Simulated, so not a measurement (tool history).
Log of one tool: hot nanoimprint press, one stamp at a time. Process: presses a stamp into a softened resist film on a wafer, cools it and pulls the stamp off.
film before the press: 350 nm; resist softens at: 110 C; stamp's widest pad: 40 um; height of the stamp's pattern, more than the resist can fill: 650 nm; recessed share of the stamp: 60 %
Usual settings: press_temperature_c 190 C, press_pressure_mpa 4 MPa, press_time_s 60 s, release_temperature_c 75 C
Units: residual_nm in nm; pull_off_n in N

| run | hour | press_temperature_c | press_pressure_mpa | press_time_s | release_temperature_c | residual_nm | pull_off_n |
|---|---|---|---|---|---|---|---|
| 1 | 0 | 190 | 4 | 60 | 75 | 183 | 243 |
| 2 | 7.5 | 190 | 4 | 60 | 75 | 182.5 | 245 |
| 3 | 16.5 | 190 | 4 | 60 | 74 | 182.5 | 251 |
| 4 | 23.3 | 190 | 4 | 60 | 74 | 182.6 | 255 |
| 5 | 30.4 | 190 | 4 | 60 | 76 | 183.2 | 248 |
| 6 | 41.1 | 190 | 6.25 | 60 | 76 | 154.2 | 252 |
| 7 | 49.5 | 190 | 4 | 60 | 75 | 183 | 257 |
| 8 | 60 | 190 | 4 | 118 | 75 | 141.6 | 260 |
|  | 63.7 | plate thermocouple calibrated |
| 9 | 74.6 | 190 | 3.75 | 118 | 75 | 146.8 | 261 |
| 10 | 87.1 | 190 | 3.75 | 53 | 75 | 197.3 | 280 |
|  | 91.2 | plate thermocouple calibrated, once more |
| 11 | 102.3 | 190 | 4 | 60 | 74 | 183 | 273 |
| 12 | 110 | 190 | 4 | 60 | 74 | 183.3 | 270 |
| 13 | 117.1 | 190 | 4 | 60 | 74 | 182.9 | 276 |
| 14 | 125 | 190 | 4 | 60 | 74 | 182.8 | 287 |
| 15 | 130.8 | 190 | 4 | 60 | 74 | 182.5 | 287 |
| 16 | 136.4 | 190 | 3.28 | 86 | 78 | 173.5 | 254 |
| 17 | 148.6 | 190 | 4 | 65 | 63 | 178.4 | 348 |
| 18 | 159 | 190 | 5.27 | 108 | 75 | 130.7 | 283 |
| 19 | 165.9 | 181 | 5.78 | 44 | 75 | 248.1 | 277 |
| 20 | 172.8 | 181 | 5.78 | 44 | 75 | 248.7 | 281 |

The next listed run, before its measurement:
| 21 | 184 | 181 | 5.78 | 44 | 75 | ? | ? |

Run 21 gave residual_nm 248 nm, pull_off_n 281 N.
Without the tool's hidden state the same run would have given residual_nm 243.8 nm, pull_off_n 178 N.
